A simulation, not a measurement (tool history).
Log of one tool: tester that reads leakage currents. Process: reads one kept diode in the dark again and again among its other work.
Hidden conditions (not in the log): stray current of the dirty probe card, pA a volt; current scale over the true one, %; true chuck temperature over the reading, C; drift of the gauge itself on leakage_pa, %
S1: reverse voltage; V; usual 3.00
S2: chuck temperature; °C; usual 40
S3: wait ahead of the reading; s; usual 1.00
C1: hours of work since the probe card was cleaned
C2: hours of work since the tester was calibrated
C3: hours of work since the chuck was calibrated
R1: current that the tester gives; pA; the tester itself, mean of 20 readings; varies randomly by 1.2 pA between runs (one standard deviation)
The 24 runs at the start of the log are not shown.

run	hour	S1	S2	S3	C1	C2	C3	R1
25	1420.9	8.35	40	1.00	429	1492	1180	492.73
26	1464.9	8.35	40	1.00	447	1510	1198	491.41
27	1546.1	8.35	40	1.00	482	1545	1233	489.87
28	1608.8	17.80	40	1.97	509	1571	1259	640.21
29	1665.1	17.80	40	4.91	532	1595	1283	638.79
30	1732.3	17.80	40	4.91	561	1624	1312	640.52
31	1776.0	15.65	21	0.33	580	1642	1330	157.00
32	1853.0	15.65	21	0.33	612	1675	1363	155.51
33	1911.8	15.65	21	0.33	637	1700	1388	156.13
34	1968.6	15.65	21	0.33	661	1724	1412	156.31
35	2005.2	3.00	40	2.20	677	1740	1428	333.90
36	2078.6	5.31	22	5.36	708	1771	1459	107.72
# hour 2094.3: chuck's temperature calibrated
37	2121.8	11.74	29	0.31	726	1788	12	289.90
38	2168.1	4.02	29	4.17	745	1808	31	190.89
39	2213.3	3.00	40	1.77	764	1827	51	380.26
40	2255.2	3.00	55	0.90	782	1845	68	1037.11

Each row is a separate what-if for the run after 40, all from the same tool condition, not one after another. Results?
A	2310.8	3.00	48	0.90	806	1869	92	?
B	2310.8	17.77	55	0.90	806	1869	92	?
C	2310.8	9.06	44	0.90	806	1869	92	?

run	R1
A	653.83
B	1948.71
C	741.27
What these runs would have given with no unlogged condition in the tool:
run	R1
A	661.80
B	1967.20
C	747.65

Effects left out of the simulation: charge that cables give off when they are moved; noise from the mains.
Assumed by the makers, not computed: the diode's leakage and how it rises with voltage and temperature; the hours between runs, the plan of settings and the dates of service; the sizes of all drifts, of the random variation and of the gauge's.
